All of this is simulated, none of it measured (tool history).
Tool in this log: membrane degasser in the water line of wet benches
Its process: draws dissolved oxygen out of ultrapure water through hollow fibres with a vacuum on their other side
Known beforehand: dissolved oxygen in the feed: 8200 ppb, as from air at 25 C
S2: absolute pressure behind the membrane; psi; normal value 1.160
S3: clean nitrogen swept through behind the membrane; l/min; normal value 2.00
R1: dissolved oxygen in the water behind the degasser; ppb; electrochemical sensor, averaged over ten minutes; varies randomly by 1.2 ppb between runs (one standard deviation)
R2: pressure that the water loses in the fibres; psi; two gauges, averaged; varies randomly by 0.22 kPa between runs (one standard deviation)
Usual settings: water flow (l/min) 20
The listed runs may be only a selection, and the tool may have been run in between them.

run 1 hour=0.0 | water_flow_(l/min)=20 S2=1.160 S3=2.00 | R1=120.6 R2=7.712
run 2 hour=41.8 | water_flow_(l/min)=20 S2=1.160 S3=2.00 | R1=120.7 R2=7.731
run 3 hour=111.8 | water_flow_(l/min)=20 S2=1.160 S3=2.00 | R1=118.6 R2=7.704
run 4 hour=162.1 | water_flow_(l/min)=20 S2=1.160 S3=4.53 | R1=58.2 R2=7.670
run 5 hour=221.0 | water_flow_(l/min)=20 S2=1.160 S3=4.53 | R1=59.9 R2=7.739
run 6 hour=297.3 | water_flow_(l/min)=20 S2=1.160 S3=4.53 | R1=60.8 R2=7.686
run 7 hour=373.3 | water_flow_(l/min)=29 S2=1.160 S3=2.00 | R1=187.2 R2=11.216
run 8 hour=405.1 | water_flow_(l/min)=29 S2=1.160 S3=2.00 | R1=185.6 R2=11.153
run 9 hour=479.0 | water_flow_(l/min)=29 S2=1.160 S3=2.00 | R1=185.6 R2=11.249
run 10 hour=512.8 | water_flow_(l/min)=29 S2=1.160 S3=2.00 | R1=186.1 R2=11.240
run 11 hour=580.5 | water_flow_(l/min)=29 S2=1.160 S3=2.00 | R1=187.8 R2=11.282
run 12 hour=642.5 | water_flow_(l/min)=29 S2=1.160 S3=2.00 | R1=185.9 R2=11.232
run 13 hour=698.1 | water_flow_(l/min)=29 S2=1.160 S3=2.00 | R1=184.6 R2=11.280
run 14 hour=746.9 | water_flow_(l/min)=29 S2=1.160 S3=2.00 | R1=186.3 R2=11.238
run 15 hour=791.9 | water_flow_(l/min)=20 S2=1.160 S3=2.00 | R1=119.7 R2=7.741
-- hour=798.6 vacuum gauge calibrated
run 16 hour=827.0 | water_flow_(l/min)=20 S2=1.160 S3=2.00 | R1=122.2 R2=7.786
run 17 hour=899.4 | water_flow_(l/min)=26 S2=1.160 S3=2.00 | R1=165.0 R2=10.003
run 18 hour=939.3 | water_flow_(l/min)=20 S2=1.965 S3=0.93 | R1=484.4 R2=7.839
run 19 hour=993.8 | water_flow_(l/min)=16 S2=1.130 S3=1.25 | R1=141.3 R2=6.183
run 20 hour=1057.1 | water_flow_(l/min)=16 S2=1.130 S3=1.25 | R1=141.5 R2=6.193
run 21 hour=1091.5 | water_flow_(l/min)=15 S2=2.460 S3=2.20 | R1=224.4 R2=5.783
run 22 hour=1148.0 | water_flow_(l/min)=15 S2=2.460 S3=2.08 | R1=236.8 R2=5.854
run 23 hour=1188.7 | water_flow_(l/min)=19 S2=1.160 S3=4.17 | R1=59.2 R2=7.351
run 24 hour=1237.3 | water_flow_(l/min)=20 S2=1.091 S3=1.37 | R1=155.6 R2=7.789
-- hour=1241.6 vacuum gauge calibrated, once more
run 25 hour=1274.1 | water_flow_(l/min)=21 S2=2.484 S3=1.69 | R1=398.1 R2=8.166
run 26 hour=1307.4 | water_flow_(l/min)=21 S2=2.484 S3=3.74 | R1=199.1 R2=8.205
run 27 hour=1365.5 | water_flow_(l/min)=21 S2=2.484 S3=3.74 | R1=192.1 R2=8.202
run 28 hour=1421.1 | water_flow_(l/min)=21 S2=2.828 S3=1.07 | R1=670.8 R2=8.137
run 29 hour=1488.9 | water_flow_(l/min)=20 S2=1.160 S3=1.31 | R1=172.1 R2=7.800
run 30 hour=1520.4 | water_flow_(l/min)=20 S2=1.160 S3=1.31 | R1=171.5 R2=7.778
run 31 hour=1576.8 | water_flow_(l/min)=13 S2=2.039 S3=5.32 | R1=66.9 R2=5.059

For some of the steps in R1 from one run to the next: how much would appear even if the tool had no hidden state, given the settings, what came in and random variation, and how much remains for the hidden state plus any gauge scatter that the measured result and the result without hidden state don't share?
Hidden state at play: membrane still open, %; true pressure behind the membrane over the reading, kPa; air that leaks in behind the membrane, l/min; drift of the gauge itself on oxygen_ppb, %; drift of the gauge itself on loss_of_pressure_kpa, %.
Run 18 -> 19: water flow (l/min) 20 -> 16, S2 1.965 -> 1.130, S3 0.93 -> 1.25. R1 -343.1 ppb: hidden state -1.6, all else -341.5.
Run 23 -> 24: water flow (l/min) 19 -> 20, S2 1.160 -> 1.091, S3 4.17 -> 1.37. R1 +96.4 ppb: hidden state +1.9, all else +94.5.
Run 24 -> 25: water flow (l/min) 20 -> 21, S2 1.091 -> 2.484, S3 1.37 -> 1.69, vacuum gauge calibrated, once more. R1 +242.5 ppb: hidden state -3.1, all else +245.6.
Run 27 -> 28: S2 2.484 -> 2.828, S3 3.74 -> 1.07. R1 +478.7 ppb: hidden state -0.6, all else +479.3.
Run 28 -> 29: water flow (l/min) 21 -> 20, S2 2.828 -> 1.160, S3 1.07 -> 1.31. R1 -498.7 ppb: hidden state -1.2, all else -497.5.

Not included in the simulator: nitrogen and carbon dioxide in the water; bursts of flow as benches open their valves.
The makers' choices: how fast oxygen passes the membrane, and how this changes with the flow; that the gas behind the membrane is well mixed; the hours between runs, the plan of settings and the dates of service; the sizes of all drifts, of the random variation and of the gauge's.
